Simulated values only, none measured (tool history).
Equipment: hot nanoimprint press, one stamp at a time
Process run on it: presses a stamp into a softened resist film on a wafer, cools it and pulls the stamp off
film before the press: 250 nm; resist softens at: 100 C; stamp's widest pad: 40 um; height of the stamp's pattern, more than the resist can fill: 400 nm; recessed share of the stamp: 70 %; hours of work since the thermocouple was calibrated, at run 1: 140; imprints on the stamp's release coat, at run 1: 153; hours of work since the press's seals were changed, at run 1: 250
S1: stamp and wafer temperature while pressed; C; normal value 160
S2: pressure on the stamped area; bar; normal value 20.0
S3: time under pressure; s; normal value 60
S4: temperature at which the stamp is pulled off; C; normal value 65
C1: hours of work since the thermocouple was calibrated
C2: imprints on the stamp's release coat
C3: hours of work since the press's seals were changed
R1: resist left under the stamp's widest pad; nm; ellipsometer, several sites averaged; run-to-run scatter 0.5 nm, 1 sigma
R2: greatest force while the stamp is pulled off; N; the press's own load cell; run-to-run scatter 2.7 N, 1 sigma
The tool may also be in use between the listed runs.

run    hour   S1    S2   S3  S4   C1    C2   C3     R1   R2
  1     0.0  160  20.0   60  65  140   153  250  146.7  127
  2    34.6  160  20.0   74  65  159   240  269  138.1  133
  3    65.6  160  20.0   74  65  177   317  287  137.1  139
  4    94.6  160  20.0   74  65  193   390  303  137.4  140
  5   121.2  160  20.0   60  65  208   457  318  145.9  146
  6   164.9  160  20.0   60  65  233   566  343  146.2  150
  7   211.7  160  20.0   60  65  260   683  369  145.9  152
  8   262.9  160  20.0   60  65  289   812  398  145.7  158
  9   306.2  160  20.0   60  65  313   920  423  146.0  161
      317.1  -- plate thermocouple calibrated
 10   346.7  160  20.0   60  65   17  1014  444  151.8  178
      375.3  -- stamp cleaned and given a new release coat
 11   377.1  160  20.0   60  65   31     4  458  152.2  127
 12   411.1  160  20.0  109  65   50    89  477  124.0  126
 13   444.7  160  20.0  109  65   69   174  496  123.7  137
 14   487.7  160  20.0  109  65   93   281  521  124.0  131
      522.7  -- press's hydraulic seals changed and the load cell set to zero
 15   542.1  160  20.0  109  65  119   398   11  122.0  146
 16   588.1  160  15.8   60  67  145   513   37  161.4  144
 17   643.6  160  15.8   60  67  177   652   68  160.5  145
 18   679.0  160  28.9   32  72  197   740   88  159.0  128
 19   713.0  160  28.9   33  62  216   826  108  157.2  175
 20   759.0  160  28.9   33  62  242   941  134  155.4  190
 21   782.0  167  22.6   73  60  255   998  147  106.1  202
 22   806.0  167  22.6   73  60  269  1059  160  106.3  211
      816.2  -- stamp cleaned and given a new release coat
 23   852.4  167  22.6   73  60  292    91  183  106.3  146
 24   886.2  167  21.5   73  57  311   176  202  107.9  161
      897.7  -- plate thermocouple calibrated
 25   926.7  167  21.5   73  57   16   270  224  111.4  170
 26   967.3  169  30.8   48  58   39   371  246  105.0  174
 27  1012.2  160  15.4   36  57   65   484  272  184.6  181
 28  1054.6  160  15.4   36  57   89   590  296  185.3  191
 29  1079.0  160  15.4   36  57  103   651  310  184.8  187

Alternative continuations, all from the tool just after run 29; predict every row:
  A  1108.8  160  13.4  36  58  119  726  327   ?   ?
  B  1108.8  159  18.3  63  65  119  726  327   ?   ?
  C  1108.8  160  15.4  36  63  119  726  327   ?   ?

run     R1   R2
  A  191.1  189
  B  155.1  158
  C  184.8  166
The same runs, with their run-to-run variation unchanged, on a tool lacking any hidden condition would have given:
run     R1   R2
  A  191.8  146
  B  155.6  122
  C  185.4  129

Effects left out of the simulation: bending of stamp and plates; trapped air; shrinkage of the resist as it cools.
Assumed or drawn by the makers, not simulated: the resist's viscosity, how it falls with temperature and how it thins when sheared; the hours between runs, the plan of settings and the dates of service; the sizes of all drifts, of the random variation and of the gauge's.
